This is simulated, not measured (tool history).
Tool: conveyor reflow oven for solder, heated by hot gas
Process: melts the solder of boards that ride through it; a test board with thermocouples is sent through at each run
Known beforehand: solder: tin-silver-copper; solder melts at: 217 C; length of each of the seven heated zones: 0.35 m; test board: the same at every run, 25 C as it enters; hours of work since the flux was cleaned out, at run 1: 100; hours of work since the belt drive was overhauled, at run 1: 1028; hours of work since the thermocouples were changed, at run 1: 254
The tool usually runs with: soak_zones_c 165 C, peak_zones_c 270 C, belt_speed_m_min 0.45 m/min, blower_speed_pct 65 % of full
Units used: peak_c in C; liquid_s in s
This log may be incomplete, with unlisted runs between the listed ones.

run	hour	soak_zones_c	peak_zones_c	belt_speed_m_min	blower_speed_pct	hours of work since the flux was cleaned out	hours of work since the belt drive was overhauled	hours of work since the thermocouples were changed	peak_c	liquid_s
1	0	165	270	0.45	65	100	1028	254	254.1	70.1
2	28.6	165	270	0.45	65	123	1051	276	253.3	70.2
3	61.9	165	270	0.45	65	150	1077	303	253.4	70.1
4	113.6	165	270	0.45	65	191	1118	344	252.7	69.1
5	145.6	165	270	0.45	65	216	1144	369	252.7	68.6
6	201.5	165	270	0.45	65	261	1188	414	252.2	68.9
7	252.3	165	270	0.45	65	301	1229	454	252.7	68.5
8	297.8	168	270	0.45	65	337	1265	490	252.4	70.1
9	332.3	168	270	0.45	65	365	1292	518	252.2	70.8
10	367.9	168	270	0.45	65	393	1321	546	252.4	70.1
11	401.3	163	278	0.464	65	419	1347	573	256.7	69.8
12	437.9	152	270	0.495	65	449	1376	602	244.2	49.5
# hour 476.6: flux residue cleaned out of gas plates and filters
13	491.9	152	270	0.495	65	12	1415	641	248.1	54.5
14	542.6	164	262	0.422	76	53	1455	681	250.9	75.8
15	587.1	164	262	0.422	76	88	1491	717	250.1	74.1
# hour 596.3: belt drive overhauled, speed set with a stopwatch
16	625.7	178	264	0.421	58	115	23	744	249	73.2
17	683.1	178	264	0.421	58	161	69	790	248.2	73.1
18	732.6	178	264	0.471	83	200	108	829	249.6	69.1
19	786.3	178	264	0.471	83	243	151	872	249.9	67.9
20	816.2	165	260	0.45	83	267	175	896	245.2	62.5

Here are 3 independent what-if runs from the current tool condition. What would each one return?
A	859.8	165	270	0.46	63	302	209	930	?	?
B	859.8	165	260	0.491	67	302	209	930	?	?
C	859.8	165	276	0.361	84	302	209	930	?	?

run	peak_c	liquid_s
A	249	61.3
B	239.1	47.4
C	265.6	98.6
Stripped of hidden state, with their random variation kept, the same runs would have yielded:
run	peak_c	liquid_s
A	253	65.2
B	243.1	52.5
C	269.3	101
